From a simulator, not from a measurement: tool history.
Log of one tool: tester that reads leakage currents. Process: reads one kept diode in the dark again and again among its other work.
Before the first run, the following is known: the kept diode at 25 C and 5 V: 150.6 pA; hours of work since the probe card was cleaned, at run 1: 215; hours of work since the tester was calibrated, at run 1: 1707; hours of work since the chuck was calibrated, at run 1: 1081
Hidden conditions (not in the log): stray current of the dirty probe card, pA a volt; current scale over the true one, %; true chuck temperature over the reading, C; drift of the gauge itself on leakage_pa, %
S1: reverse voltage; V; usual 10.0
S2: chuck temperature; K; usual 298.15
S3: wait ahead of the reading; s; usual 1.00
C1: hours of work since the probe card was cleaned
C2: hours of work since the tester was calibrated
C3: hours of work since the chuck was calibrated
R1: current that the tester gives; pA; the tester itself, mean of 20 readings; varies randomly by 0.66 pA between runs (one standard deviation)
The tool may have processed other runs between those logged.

Run 1, hour 0.0: usual settings; C1 215; C2 1707; C3 1081. Result: R1 219.66 pA.
Run 2, hour 51.4: usual settings but S3 9.67 s; C1 241; C2 1734; C3 1107. Result: R1 216.54 pA.
Run 3, hour 117.4: usual settings; C1 275; C2 1768; C3 1141. Result: R1 220.44 pA.
Run 4, hour 189.8: usual settings; C1 313; C2 1805; C3 1179. Result: R1 219.47 pA.
Run 5, hour 250.8: usual settings; C1 344; C2 1837; C3 1211. Result: R1 219.42 pA.
Run 6, hour 321.5: usual settings but S1 1.5 V; C1 381; C2 1874; C3 1247. Result: R1 80.77 pA.
Run 7, hour 433.7: usual settings but S1 1.5 V; C1 439; C2 1932; C3 1305. Result: R1 81.10 pA.
Run 8, hour 498.6: usual settings but S1 1.5 V; C1 473; C2 1965; C3 1339. Result: R1 81.22 pA.
Run 9, hour 572.6: usual settings but S1 1.5 V; C1 511; C2 2004; C3 1377. Result: R1 80.50 pA.
Run 10, hour 662.9: usual settings but S1 1.5 V; C1 558; C2 2050; C3 1424. Result: R1 80.79 pA.
Run 11, hour 720.7: usual settings but S3 0.35 s; C1 588; C2 2080; C3 1454. Result: R1 225.02 pA.
Run 12, hour 836.4: usual settings but S3 0.35 s; C1 648; C2 2140; C3 1514. Result: R1 223.88 pA.
Run 13, hour 902.2: usual settings but S3 0.35 s; C1 682; C2 2174; C3 1548. Result: R1 223.17 pA.
Run 14, hour 1021.1: usual settings but S1 1.1 V; C1 743; C2 2236; C3 1609. Result: R1 67.93 pA.
Run 15, hour 1093.1: usual settings but S1 1.1 V; C1 781; C2 2273; C3 1647. Result: R1 68.63 pA.
Run 16, hour 1148.7: usual settings but S2 305.15 K; C1 809; C2 2302; C3 1675. Result: R1 361.74 pA.
Run 17, hour 1262.9: usual settings but S3 0.47 s; C1 868; C2 2361; C3 1735. Result: R1 221.89 pA.
Run 18, hour 1378.8: usual settings but S3 0.47 s; C1 928; C2 2421; C3 1795. Result: R1 222.74 pA.
Run 19, hour 1470.1: usual settings but S3 0.47 s; C1 976; C2 2468; C3 1842. Result: R1 222.68 pA.
Run 20, hour 1567.9: usual settings but S3 0.47 s; C1 1026; C2 2519; C3 1893. Result: R1 222.53 pA.
Run 21, hour 1629.2: usual settings but S1 8.7 V, S2 313.15 K, S3 4.98 s; C1 1058; C2 2551; C3 1924. Result: R1 574.29 pA.
Run 22, hour 1699.3: usual settings but S1 8.2 V, S2 330.15 K, S3 1.47 s; C1 1094; C2 2587; C3 1961. Result: R1 1645.37 pA.
Run 23, hour 1798.2: usual settings but S1 15.5 V, S2 300.15 K, S3 1.02 s; C1 1146; C2 2638; C3 2012. Result: R1 319.76 pA.
Run 24, hour 1895.0: usual settings but S1 15.5 V, S2 300.15 K, S3 1.02 s; C1 1196; C2 2688; C3 2062. Result: R1 320.15 pA.
Run 25, hour 2015.8: usual settings but S3 0.58 s; C1 1258; C2 2751; C3 2124. Result: R1 221.27 pA.
Run 26, hour 2082.5: usual settings but S3 0.58 s; C1 1293; C2 2786; C3 2159. Result: R1 220.23 pA.
Run 27, hour 2144.6: usual settings but S2 309.15 K, S3 3.75 s; C1 1325; C2 2818; C3 2191. Result: R1 472.19 pA.
Run 28, hour 2202.2: usual settings but S1 14.4 V, S2 321.15 K, S3 3.80 s; C1 1355; C2 2848; C3 2221. Result: R1 1262.92 pA.
Run 29, hour 2289.4: usual settings but S1 5.6 V, S2 321.15 K, S3 0.39 s; C1 1400; C2 2893; C3 2266. Result: R1 773.24 pA.
Run 30, hour 2382.7: usual settings but S1 2.4 V, S2 296.15 K, S3 0.39 s; C1 1448; C2 2941; C3 2314. Result: R1 90.17 pA.
Run 31, hour 2509.8: usual settings but S1 6.2 V, S2 320.15 K, S3 6.67 s; C1 1514; C2 3007; C3 2380. Result: R1 759.65 pA.
Run 32, hour 2601.3: usual settings but S1 2.1 V, S2 300.15 K, S3 0.52 s; C1 1561; C2 3054; C3 2428. Result: R1 111.71 pA.
At hour 2707.9: chuck's temperature calibrated.
Run 33, hour 2718.2: usual settings but S1 17.7 V, S2 318.15 K, S3 1.66 s; C1 1621; C2 3114; C3 5. Result: R1 1163.84 pA.
Run 34, hour 2796.9: usual settings but S1 10.3 V, S2 310.15 K, S3 1.66 s; C1 1662; C2 3154; C3 46. Result: R1 514.01 pA.
Run 35, hour 2911.7: usual settings but S1 10.3 V, S2 310.15 K, S3 1.66 s; C1 1721; C2 3214; C3 106. Result: R1 513.73 pA.
Run 36, hour 2999.3: usual settings but S1 10.3 V, S2 310.15 K, S3 1.66 s; C1 1767; C2 3259; C3 151. Result: R1 516.53 pA.
Run 37, hour 3107.1: usual settings but S1 10.3 V, S2 310.15 K, S3 1.66 s; C1 1822; C2 3315; C3 207. Result: R1 514.73 pA.
Run 38, hour 3179.3: usual settings but S1 10.3 V, S2 310.15 K, S3 0.73 s; C1 1860; C2 3352; C3 244. Result: R1 516.72 pA.
Run 39, hour 3270.6: usual settings but S1 10.3 V, S2 310.15 K, S3 1.24 s; C1 1907; C2 3400; C3 291. Result: R1 516.62 pA.

Below are 4 alternative next runs, each starting from the tool's condition after run 39. Predict each:
Run A, hour 3360.9: usual settings but S1 7.4 V, S2 332.15 K; C1 1954; C2 3446; C3 338. Result: R1 ?.
Run B, hour 3360.9: usual settings but S1 2.6 V; C1 1954; C2 3446; C3 338. Result: R1 ?.
Run C, hour 3360.9: usual settings but S1 17.0 V, S3 0.97 s; C1 1954; C2 3446; C3 338. Result: R1 ?.
Run D, hour 3360.9: usual settings but S1 10.3 V, S2 310.15 K, S3 5.86 s; C1 1954; C2 3446; C3 338. Result: R1 ?.

run       R1
  A  1744.47
  B   107.99
  C   291.14
  D   514.15
What these runs would have given with no unlogged condition in the tool:
run       R1
  A  1744.26
  B   107.97
  C   291.06
  D   514.08

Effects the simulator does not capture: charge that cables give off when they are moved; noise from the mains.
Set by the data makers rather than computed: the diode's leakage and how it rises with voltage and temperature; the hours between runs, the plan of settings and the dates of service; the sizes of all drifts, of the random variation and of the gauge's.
